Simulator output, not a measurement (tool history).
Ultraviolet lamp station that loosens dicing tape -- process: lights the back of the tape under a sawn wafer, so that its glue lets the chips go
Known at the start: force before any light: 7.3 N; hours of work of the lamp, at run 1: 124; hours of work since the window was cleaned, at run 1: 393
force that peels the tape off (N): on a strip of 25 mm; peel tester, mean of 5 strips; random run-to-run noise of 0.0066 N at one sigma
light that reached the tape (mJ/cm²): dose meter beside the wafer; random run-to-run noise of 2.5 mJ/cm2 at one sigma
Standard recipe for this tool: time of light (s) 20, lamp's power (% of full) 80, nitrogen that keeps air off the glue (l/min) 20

run   hour  time of light (s)  lamp's power (% of full)  nitrogen that keeps air off the glue (l/min)  hours of work of the lamp  hours of work since the window was cleaned  force that peels the tape off (N)  light that reached the tape (mJ/cm²)
  1      0                 20                        80                                            20                        124                                         393                              0.246                                   288
  2     28                 27                        80                                            20                        140                                         409                              0.138                                   395
  3   50.8                 22                        80                                            20                        153                                         422                              0.202                                   318
  4   72.1                 22                        80                                            20                        165                                         434                              0.206                                   315
  5   90.8                 22                        80                                            20                        176                                         445                              0.219                                   315
  6  118.9                 22                        80                                            20                        192                                         461                              0.232                                   311
  7    139                 20                        80                                            20                        203                                         473                               0.29                                   282
     149.7  -- window cleaned of glue's vapour
  8  165.3                 13                        80                                            20                        218                                           9                              0.729                                   192
  9  194.9                 32                        65                                            20                        235                                          26                              0.154                                   380
 10  208.9                 14                        72                                            19                        243                                          34                              0.788                                   185
 11  235.7                 15                        62                                            27                        258                                          49                              0.837                                   165

Below are 5 alternative next runs, each starting from the tool's condition after run 11. Predict each:
  A  252.9                 20                        66                                            10                        268                                          59                                  ?                                     ?
  B  252.9                 21                        87                                            27                        268                                          59                                  ?                                     ?
  C  252.9                 11                        62                                            27                        268                                          59                                  ?                                     ?
  D  252.9                 31                        90                                            15                        268                                          59                                  ?                                     ?
  E  252.9                 15                        62                                            13                        268                                          59                                  ?                                     ?

run  force that peels the tape off (N)  light that reached the tape (mJ/cm²)
  A                              0.607                                   241
  B                              0.166                                   331
  C                              1.466                                   124
  D                              0.101                                   510
  E                              1.106                                   170
Had the tool no hidden state, the same runs would have come out as:
run  force that peels the tape off (N)  light that reached the tape (mJ/cm²)
  A                                0.5                                   261
  B                              0.138                                   360
  C                              1.282                                   135
  D                              0.095                                   554
  E                              0.947                                   185
